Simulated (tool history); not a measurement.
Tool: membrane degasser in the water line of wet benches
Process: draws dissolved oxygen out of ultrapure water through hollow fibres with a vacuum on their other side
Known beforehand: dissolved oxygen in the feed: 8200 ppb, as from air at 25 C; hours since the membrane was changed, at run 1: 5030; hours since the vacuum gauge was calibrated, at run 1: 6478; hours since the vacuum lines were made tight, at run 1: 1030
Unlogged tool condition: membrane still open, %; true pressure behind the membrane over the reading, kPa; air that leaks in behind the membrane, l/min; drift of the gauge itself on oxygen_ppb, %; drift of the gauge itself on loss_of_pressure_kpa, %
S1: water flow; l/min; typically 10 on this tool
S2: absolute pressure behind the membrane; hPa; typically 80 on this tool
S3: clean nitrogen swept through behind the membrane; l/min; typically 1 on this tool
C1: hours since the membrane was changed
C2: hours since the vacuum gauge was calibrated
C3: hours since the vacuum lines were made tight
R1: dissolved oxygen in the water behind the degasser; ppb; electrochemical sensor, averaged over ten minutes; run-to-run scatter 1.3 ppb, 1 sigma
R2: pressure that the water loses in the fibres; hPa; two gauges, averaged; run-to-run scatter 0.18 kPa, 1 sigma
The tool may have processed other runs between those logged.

run,hour,S1,S2,S3,C1,C2,C3,R1,R2
1,0,10,80,1,5030,6478,1030,141.7,367.6
2,123.9,10,80,1,5154,6602,1154,143.5,367.8
3,237.4,10,80,1,5267,6715,1268,145.1,371.2
4,361,10,80,1,5391,6839,1391,142.1,367.9
5,422.3,10,80,1,5452,6900,1453,141.4,367.4
6,561.5,10,80,1,5592,7039,1592,143,370.1
7,665.1,10,80,1.39,5695,7143,1695,110.5,372.8
8,765.9,10,80,1.39,5796,7244,1796,110.8,373.6
9,854.4,10,80,1.39,5884,7332,1885,110.6,371.2
10,981.9,10,80,1.39,6012,7460,2012,110.7,373.1
11,1092.5,11,192.6,2.33,6122,7570,2123,216,412.5
12,1223.6,13,80,1.79,6254,7702,2254,134.1,487.1
13,1299.1,13,113.3,0.48,6329,7777,2329,529.9,487.4
14,1416.8,13,113.3,0.48,6447,7895,2447,526.8,488
15,1520.9,12,101.8,2.48,6551,7999,2551,123.7,451
16,1601.7,10,66.2,2.49,6632,8080,2632,59.2,375.9
# hour 1671.4: vacuum gauge calibrated
17,1702.5,10,65.2,1.36,6732,31,2732,76.9,379.2
18,1786.1,6,80,1,6816,115,2816,74.8,226.6

Hidden state or all else? Some run-to-run changes of R1, split into what the settings, what came in and random variation would give without the hidden state, and what is left for the hidden state (with any gauge scatter that isn't in both results):
Run 14 -> 15: S1 13 -> 12, S2 113.3 -> 101.8, S3 0.48 -> 2.48. R1 -403.1 ppb: hidden state -30.8, all else -372.3.
